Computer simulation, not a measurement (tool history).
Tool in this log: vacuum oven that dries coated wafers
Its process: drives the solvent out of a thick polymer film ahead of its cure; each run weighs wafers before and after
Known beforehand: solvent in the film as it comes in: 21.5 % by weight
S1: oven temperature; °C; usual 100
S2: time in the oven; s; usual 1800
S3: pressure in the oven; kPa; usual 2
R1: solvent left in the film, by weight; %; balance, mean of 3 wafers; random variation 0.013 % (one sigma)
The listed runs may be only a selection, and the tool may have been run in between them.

run   hour   S1    S2    S3    R1
  1      0  100  1800     2  1.22
  2   32.2  100  1800     2  1.23
  3   75.1   95  1800     2   2.2
  4  118.7   95  1800     2  2.18
     167.8  -- vacuum gauge cleaned of residue and calibrated
  5  172.8  100   900     2  3.71
  6    222  100   900  1.36  3.58
  7  261.7  100  1020  1.36  2.88
  8  311.2   91  1020  1.36  6.27
  9  345.5   91  1020  1.36  6.25
 10  369.6  113  1800  4.01  0.71
 11  398.7  100  1260     2  2.14
 12  429.5   97  1800   2.7  1.78
 13  467.2  101  3120     2  0.56
 14  497.6  101  1140     2  2.25
 15  542.8   95  1800  6.41  3.28
 16  576.6   89  1320  6.41   6.9
 17    599  112  1320  6.41   1.2
       619  -- oven's thermocouples calibrated
 18    639   96   900     2  5.63

Here are 5 independent what-if runs from the current tool condition. What would each one return?
  A  681.9   88   900     2   ?
  B  681.9   99  3240     2   ?
  C  681.9   96  1140  5.89   ?
  D  681.9  100   960     2   ?
  E  681.9  104  1260  2.17   ?

run    R1
  A  8.91
  B  0.66
  C  5.21
  D   3.7
  E  1.55
Take away the tool's hidden state, keep each run's random variation, and the runs would have read:
run    R1
  A  8.86
  B  0.62
  C  5.16
  D  3.66
  E  1.51

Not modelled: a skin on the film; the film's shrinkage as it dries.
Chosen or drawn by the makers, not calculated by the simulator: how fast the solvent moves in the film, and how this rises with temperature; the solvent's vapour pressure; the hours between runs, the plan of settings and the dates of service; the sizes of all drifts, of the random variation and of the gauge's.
